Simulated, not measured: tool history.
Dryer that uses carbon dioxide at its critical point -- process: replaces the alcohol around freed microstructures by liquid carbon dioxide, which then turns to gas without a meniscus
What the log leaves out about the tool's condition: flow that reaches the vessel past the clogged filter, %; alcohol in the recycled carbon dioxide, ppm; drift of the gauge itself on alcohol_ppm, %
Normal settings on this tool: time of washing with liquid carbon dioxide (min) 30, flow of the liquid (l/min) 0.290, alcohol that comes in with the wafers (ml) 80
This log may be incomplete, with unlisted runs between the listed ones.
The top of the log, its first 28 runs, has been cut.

run     day  time of washing with liquid carbon dioxide (min)  flow of the liquid (l/min)  alcohol that comes in with the wafers (ml)  hours of work since the filter was changed  hours of work since the purifier's bed was changed  alcohol left in the vessel before it's heated (ppm by volume)
 29  12.742                                                22                       0.298                                         117                                         196                                                 547                                                           1153
 30  13.388                                                22                       0.313                                         117                                         206                                                 557                                                            906
 31  13.696                                                29                       0.270                                          39                                         210                                                 561                                                            249
 32  14.212                                                36                       0.476                                          61                                         218                                                 569                                                             92
 33  14.725                                                27                       0.336                                         100                                         225                                                 577                                                            233
 34  15.100                                                27                       0.342                                          62                                         231                                                 582                                                            165
 35  15.758                                                36                       0.186                                          27                                         240                                                 592                                                            368
 36  16.208                                                46                       0.193                                          80                                         247                                                 598                                                            277
 37  16.833                                                23                       0.301                                          86                                         256                                                 608                                                            711
 38  17.175                                                23                       0.301                                          86                                         261                                                 613                                                            717
 39  17.654                                                23                       0.301                                          86                                         268                                                 620                                                            711

What if the next run were any one of these 3? Each begins from the tool's condition after run 39:
  A  18.125                                                40                       0.290                                          33                                         275                                                 627                                                              ?
  B  18.125                                                43                       0.301                                          27                                         275                                                 627                                                              ?
  C  18.125                                                25                       0.301                                          78                                         275                                                 627                                                              ?

run  alcohol left in the vessel before it's heated (ppm by volume)
  A                                                            102
  B                                                            118
  C                                                            471
The same runs, with their run-to-run variation unchanged, on a tool lacking any hidden condition would have given:
run  alcohol left in the vessel before it's heated (ppm by volume)
  A                                                              4
  B                                                             17
  C                                                            291
